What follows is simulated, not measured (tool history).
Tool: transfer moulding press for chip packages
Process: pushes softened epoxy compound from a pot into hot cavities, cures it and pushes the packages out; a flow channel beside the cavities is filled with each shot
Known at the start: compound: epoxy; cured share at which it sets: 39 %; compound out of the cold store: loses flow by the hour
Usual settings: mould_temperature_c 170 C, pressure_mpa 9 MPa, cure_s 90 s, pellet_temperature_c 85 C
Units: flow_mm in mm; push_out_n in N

run	hour	mould_temperature_c	pressure_mpa	cure_s	pellet_temperature_c	incoming compound's hours out of the cold store	flow_mm	push_out_n
1	0	170	9	90	85	41.5	555	204
2	29.8	170	9	119	85	25.3	594	275
# hour 33.5: cavities cleaned with cleaning compound and waxed
3	63.5	170	9	119	85	37.4	551	386
# hour 67.4: cavities cleaned with cleaning compound and waxed
# hour 76.8: plunger's sealing rings changed
# hour 103.7: cavities cleaned with cleaning compound and waxed
4	106.7	170	9	119	85	47.4	605	198
# hour 136.4: cavities cleaned with cleaning compound and waxed
5	145.7	170	9	119	85	40.4	616	216
# hour 169.9: cavities cleaned with cleaning compound and waxed
6	176.1	170	9	90	85	37.2	612	233
# hour 194.1: cavities cleaned with cleaning compound and waxed, once more
7	215	170	9	90	85	25.1	642	309
# hour 228.1: cavities cleaned with cleaning compound and waxed
8	257.7	170	9	90	85	43.2	594	323
# hour 261.9: cavities cleaned with cleaning compound and waxed
# hour 295.4: cavities cleaned with cleaning compound and waxed
9	300.3	170	9	90	85	38.4	588	220
10	326	170	9	92	85	32.9	595	303
# hour 330.2: cavities cleaned with cleaning compound and waxed
# hour 363.8: cavities cleaned with cleaning compound and waxed
11	363.8	170	9	92	85	30.5	587	196
# hour 397.7: cavities cleaned with cleaning compound and waxed
12	397.8	170	9	92	85	47.4	548	197
# hour 433.1: cavities cleaned with cleaning compound and waxed
13	436.7	170	9	90	85	41.2	548	217
# hour 467.5: cavities cleaned with cleaning compound and waxed
14	473	170	9.66	120	85	8.1	642	207
# hour 495.5: plunger's sealing rings changed
# hour 503.2: cavities cleaned with cleaning compound and waxed
15	516	168	9	90	85	12.7	708	309
# hour 537.8: cavities cleaned with cleaning compound and waxed
16	545.6	166	9	90	78	15.4	701	302
# hour 570.8: cavities cleaned with cleaning compound and waxed
17	572.4	166	9	90	78	24.2	663	256
# hour 606.1: cavities cleaned with cleaning compound and waxed
18	612.1	166	9	90	78	46.4	608	273
19	636.7	169	9	75	78	39.9	608	444
# hour 641.1: cavities cleaned with cleaning compound and waxed
20	662.2	169	9	75	78	17.1	669	433
# hour 676.3: cavities cleaned with cleaning compound and waxed
21	702.6	169	9	75	78	42.4	590	442

The next listed run, before its measurement:
# hour 708.9: cavities cleaned with cleaning compound and waxed
# hour 743.5: cavities cleaned with cleaning compound and waxed
22	745.9	173	9.06	90	85	9.1	?	?

flow_mm: 643 mm
push_out_n: 213 N
Without the tool's hidden state the same run would have given flow_mm 696 mm, push_out_n 196 N.
